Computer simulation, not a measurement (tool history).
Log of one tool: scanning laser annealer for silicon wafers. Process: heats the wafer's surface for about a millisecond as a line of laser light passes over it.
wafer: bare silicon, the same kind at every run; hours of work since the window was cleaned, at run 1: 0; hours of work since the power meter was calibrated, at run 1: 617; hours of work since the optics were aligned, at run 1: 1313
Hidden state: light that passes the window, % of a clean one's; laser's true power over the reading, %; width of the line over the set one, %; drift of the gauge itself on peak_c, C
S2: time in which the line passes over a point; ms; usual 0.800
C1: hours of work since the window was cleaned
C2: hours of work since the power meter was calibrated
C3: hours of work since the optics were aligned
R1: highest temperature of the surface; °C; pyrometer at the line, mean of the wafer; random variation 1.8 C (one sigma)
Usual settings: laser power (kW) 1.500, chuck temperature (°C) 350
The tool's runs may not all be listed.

run 1 hour=0.0 | laser_power_(kW)=1.500 S2=0.800 chuck_temperature_(°C)=350 | C1=0 C2=617 C3=1313 | R1=1068
run 2 hour=29.3 | laser_power_(kW)=1.500 S2=0.800 chuck_temperature_(°C)=350 | C1=15 C2=631 C3=1327 | R1=1064
run 3 hour=67.8 | laser_power_(kW)=1.406 S2=0.800 chuck_temperature_(°C)=350 | C1=34 C2=651 C3=1346 | R1=1014
run 4 hour=101.4 | laser_power_(kW)=1.406 S2=0.800 chuck_temperature_(°C)=350 | C1=50 C2=667 C3=1363 | R1=1013
run 5 hour=120.1 | laser_power_(kW)=1.500 S2=0.800 chuck_temperature_(°C)=350 | C1=60 C2=677 C3=1372 | R1=1066
run 6 hour=145.8 | laser_power_(kW)=1.500 S2=0.800 chuck_temperature_(°C)=350 | C1=72 C2=689 C3=1385 | R1=1065
run 7 hour=177.8 | laser_power_(kW)=1.300 S2=0.800 chuck_temperature_(°C)=350 | C1=88 C2=705 C3=1401 | R1=954
run 8 hour=209.7 | laser_power_(kW)=1.526 S2=0.800 chuck_temperature_(°C)=350 | C1=104 C2=721 C3=1417 | R1=1079
run 9 hour=246.9 | laser_power_(kW)=1.526 S2=0.800 chuck_temperature_(°C)=350 | C1=123 C2=740 C3=1435 | R1=1077
run 10 hour=283.8 | laser_power_(kW)=1.500 S2=0.800 chuck_temperature_(°C)=350 | C1=141 C2=758 C3=1454 | R1=1060
run 11 hour=310.7 | laser_power_(kW)=1.500 S2=0.800 chuck_temperature_(°C)=350 | C1=154 C2=771 C3=1467 | R1=1058
run 12 hour=335.8 | laser_power_(kW)=1.500 S2=0.800 chuck_temperature_(°C)=350 | C1=167 C2=784 C3=1480 | R1=1061
run 13 hour=371.2 | laser_power_(kW)=1.500 S2=0.800 chuck_temperature_(°C)=350 | C1=185 C2=801 C3=1497 | R1=1056
run 14 hour=397.4 | laser_power_(kW)=1.500 S2=0.800 chuck_temperature_(°C)=350 | C1=198 C2=814 C3=1510 | R1=1058
run 15 hour=416.0 | laser_power_(kW)=1.500 S2=0.800 chuck_temperature_(°C)=350 | C1=207 C2=824 C3=1519 | R1=1056
run 16 hour=452.3 | laser_power_(kW)=1.500 S2=0.800 chuck_temperature_(°C)=350 | C1=225 C2=842 C3=1537 | R1=1054
run 17 hour=478.3 | laser_power_(kW)=1.500 S2=0.800 chuck_temperature_(°C)=350 | C1=238 C2=855 C3=1550 | R1=1052
run 18 hour=512.6 | laser_power_(kW)=1.500 S2=0.800 chuck_temperature_(°C)=350 | C1=255 C2=872 C3=1567 | R1=1053
run 19 hour=551.3 | laser_power_(kW)=1.500 S2=0.800 chuck_temperature_(°C)=350 | C1=274 C2=891 C3=1587 | R1=1052
run 20 hour=567.0 | laser_power_(kW)=1.497 S2=0.800 chuck_temperature_(°C)=350 | C1=282 C2=899 C3=1594 | R1=1048
run 21 hour=595.4 | laser_power_(kW)=1.497 S2=0.757 chuck_temperature_(°C)=387 | C1=296 C2=913 C3=1609 | R1=1060
run 22 hour=611.4 | laser_power_(kW)=1.448 S2=0.901 chuck_temperature_(°C)=386 | C1=304 C2=921 C3=1617 | R1=1099
-- hour=616.4 laser's power meter calibrated
run 23 hour=650.7 | laser_power_(kW)=1.288 S2=0.981 chuck_temperature_(°C)=311 | C1=322 C2=17 C3=1635 | R1=966
run 24 hour=689.3 | laser_power_(kW)=1.288 S2=0.981 chuck_temperature_(°C)=311 | C1=341 C2=36 C3=1654 | R1=963
-- hour=706.0 laser's power meter calibrated, once more
run 25 hour=724.6 | laser_power_(kW)=1.368 S2=0.617 chuck_temperature_(°C)=357 | C1=357 C2=9 C3=1670 | R1=893
run 26 hour=751.4 | laser_power_(kW)=1.500 S2=0.800 chuck_temperature_(°C)=339 | C1=370 C2=23 C3=1683 | R1=1030
run 27 hour=780.3 | laser_power_(kW)=1.556 S2=0.626 chuck_temperature_(°C)=314 | C1=385 C2=37 C3=1697 | R1=940
run 28 hour=799.9 | laser_power_(kW)=1.589 S2=0.580 chuck_temperature_(°C)=323 | C1=395 C2=47 C3=1707 | R1=938
run 29 hour=825.5 | laser_power_(kW)=1.479 S2=0.590 chuck_temperature_(°C)=368 | C1=407 C2=59 C3=1720 | R1=939
run 30 hour=852.9 | laser_power_(kW)=1.479 S2=0.590 chuck_temperature_(°C)=368 | C1=421 C2=73 C3=1734 | R1=935
run 31 hour=878.7 | laser_power_(kW)=1.515 S2=0.571 chuck_temperature_(°C)=327 | C1=434 C2=86 C3=1746 | R1=903
run 32 hour=895.8 | laser_power_(kW)=1.500 S2=0.616 chuck_temperature_(°C)=327 | C1=442 C2=94 C3=1755 | R1=916
run 33 hour=912.6 | laser_power_(kW)=1.629 S2=0.800 chuck_temperature_(°C)=350 | C1=451 C2=103 C3=1763 | R1=1107
run 34 hour=938.3 | laser_power_(kW)=1.500 S2=0.766 chuck_temperature_(°C)=350 | C1=463 C2=115 C3=1776 | R1=1017
run 35 hour=976.8 | laser_power_(kW)=1.500 S2=0.766 chuck_temperature_(°C)=350 | C1=482 C2=135 C3=1795 | R1=1017
run 36 hour=994.6 | laser_power_(kW)=1.358 S2=0.581 chuck_temperature_(°C)=330 | C1=491 C2=143 C3=1804 | R1=835

4 ways to go on from here, each from the tool as it stands after run 36. What would each give?
run A hour=1031.9 | laser_power_(kW)=1.500 S2=0.800 chuck_temperature_(°C)=325 | C1=510 C2=162 C3=1823 | R1=?
run B hour=1031.9 | laser_power_(kW)=1.358 S2=0.591 chuck_temperature_(°C)=330 | C1=510 C2=162 C3=1823 | R1=?
run C hour=1031.9 | laser_power_(kW)=1.500 S2=0.671 chuck_temperature_(°C)=350 | C1=510 C2=162 C3=1823 | R1=?
run D hour=1031.9 | laser_power_(kW)=1.646 S2=0.975 chuck_temperature_(°C)=323 | C1=510 C2=162 C3=1823 | R1=?

run=A R1=1009
run=B R1=840
run=C R1=967
run=D R1=1171
Without the tool's hidden state the same runs would have given:
run=A R1=1058
run=B R1=877
run=C R1=1012
run=D R1=1232
